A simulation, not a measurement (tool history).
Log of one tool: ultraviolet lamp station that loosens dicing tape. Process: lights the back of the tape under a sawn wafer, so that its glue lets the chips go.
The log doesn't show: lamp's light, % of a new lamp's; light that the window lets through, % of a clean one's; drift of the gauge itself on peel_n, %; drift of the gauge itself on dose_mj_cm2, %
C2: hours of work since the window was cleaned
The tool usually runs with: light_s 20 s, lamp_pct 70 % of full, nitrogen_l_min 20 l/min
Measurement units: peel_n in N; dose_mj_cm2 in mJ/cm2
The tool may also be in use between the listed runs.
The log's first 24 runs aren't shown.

Run 25, hour 666.9: usual settings but light_s 17 s, lamp_pct 87 % of full, nitrogen_l_min 26 l/min; hours of work of the lamp 908; C2 62. Result: peel_n 0.276 N, dose_mj_cm2 178 mJ/cm2.
Run 26, hour 706.0: usual settings but light_s 17 s, lamp_pct 87 % of full, nitrogen_l_min 26 l/min; hours of work of the lamp 930; C2 84. Result: peel_n 0.262 N, dose_mj_cm2 175 mJ/cm2.
Run 27, hour 723.9: usual settings but light_s 18 s, nitrogen_l_min 33 l/min; hours of work of the lamp 940; C2 95. Result: peel_n 0.297 N, dose_mj_cm2 154 mJ/cm2.
Run 28, hour 748.2: usual settings but light_s 38 s, nitrogen_l_min 14 l/min; hours of work of the lamp 954; C2 108. Result: peel_n 0.211 N, dose_mj_cm2 319 mJ/cm2.
Run 29, hour 773.5: usual settings but light_s 12 s, lamp_pct 81 % of full; hours of work of the lamp 969; C2 123. Result: peel_n 0.604 N, dose_mj_cm2 113 mJ/cm2.
Run 30, hour 812.6: usual settings but lamp_pct 97 % of full, nitrogen_l_min 14 l/min; hours of work of the lamp 991; C2 145. Result: peel_n 0.269 N, dose_mj_cm2 228 mJ/cm2.
Run 31, hour 835.5: usual settings but lamp_pct 97 % of full, nitrogen_l_min 14 l/min; hours of work of the lamp 1004; C2 158. Result: peel_n 0.278 N, dose_mj_cm2 225 mJ/cm2.
Run 32, hour 864.3: usual settings but light_s 15 s, lamp_pct 76 % of full, nitrogen_l_min 14 l/min; hours of work of the lamp 1020; C2 175. Result: peel_n 0.629 N, dose_mj_cm2 131 mJ/cm2.
Run 33, hour 906.3: usual settings but light_s 14 s, lamp_pct 61 % of full, nitrogen_l_min 29 l/min; hours of work of the lamp 1044; C2 199. Result: peel_n 0.629 N, dose_mj_cm2 99 mJ/cm2.
Run 34, hour 945.3: usual settings but light_s 33 s; hours of work of the lamp 1067; C2 221. Result: peel_n 0.216 N, dose_mj_cm2 263 mJ/cm2.
Run 35, hour 981.7: usual settings but light_s 28 s, lamp_pct 97 % of full, nitrogen_l_min 30 l/min; hours of work of the lamp 1088; C2 242. Result: peel_n 0.183 N, dose_mj_cm2 306 mJ/cm2.
Run 36, hour 1021.2: usual settings but light_s 38 s, lamp_pct 97 % of full, nitrogen_l_min 30 l/min; hours of work of the lamp 1110; C2 265. Result: peel_n 0.185 N, dose_mj_cm2 407 mJ/cm2.
Run 37, hour 1060.1: usual settings but light_s 13 s, nitrogen_l_min 13 l/min; hours of work of the lamp 1132; C2 287. Result: peel_n 0.951 N, dose_mj_cm2 102 mJ/cm2.
Run 38, hour 1077.4: usual settings but light_s 11 s, nitrogen_l_min 27 l/min; hours of work of the lamp 1142; C2 297. Result: peel_n 0.789 N, dose_mj_cm2 85 mJ/cm2.
Run 39, hour 1118.2: usual settings but light_s 36 s, lamp_pct 75 % of full, nitrogen_l_min 8 l/min; hours of work of the lamp 1166; C2 320. Result: peel_n 0.271 N, dose_mj_cm2 290 mJ/cm2.
At hour 1124.0: lamp changed.
Run 40, hour 1143.5: usual settings but light_s 36 s, lamp_pct 85 % of full, nitrogen_l_min 8 l/min; hours of work of the lamp 11; C2 334. Result: peel_n 0.178 N, dose_mj_cm2 472 mJ/cm2.
Run 41, hour 1182.7: usual settings but light_s 15 s, lamp_pct 67 % of full, nitrogen_l_min 7 l/min; hours of work of the lamp 34; C2 356. Result: peel_n 0.743 N, dose_mj_cm2 151 mJ/cm2.
Run 42, hour 1215.1: usual settings but light_s 32 s, lamp_pct 63 % of full, nitrogen_l_min 10 l/min; hours of work of the lamp 52; C2 375. Result: peel_n 0.216 N, dose_mj_cm2 311 mJ/cm2.
Run 43, hour 1246.8: usual settings but light_s 32 s, lamp_pct 63 % of full, nitrogen_l_min 10 l/min; hours of work of the lamp 70; C2 393. Result: peel_n 0.230 N, dose_mj_cm2 304 mJ/cm2.

What if the next run were any one of these 4? Each begins from the tool's condition after run 43:
Run A, hour 1273.1: usual settings but light_s 14 s, nitrogen_l_min 27 l/min; hours of work of the lamp 85; C2 408. Result: peel_n ?, dose_mj_cm2 ?.
Run B, hour 1273.1: usual settings but light_s 21 s; hours of work of the lamp 85; C2 408. Result: peel_n ?, dose_mj_cm2 ?.
Run C, hour 1273.1: usual settings but lamp_pct 78 % of full, nitrogen_l_min 9 l/min; hours of work of the lamp 85; C2 408. Result: peel_n ?, dose_mj_cm2 ?.
Run D, hour 1273.1: usual settings but light_s 32 s, lamp_pct 86 % of full, nitrogen_l_min 8 l/min; hours of work of the lamp 85; C2 408. Result: peel_n ?, dose_mj_cm2 ?.

run  peel_n  dose_mj_cm2
  A   0.337          149
  B   0.232          222
  C   0.341          236
  D   0.203          409
With no hidden state in the tool, these same runs would have given:
run  peel_n  dose_mj_cm2
  A   0.296          163
  B   0.214          242
  C   0.300          257
  D   0.195          447
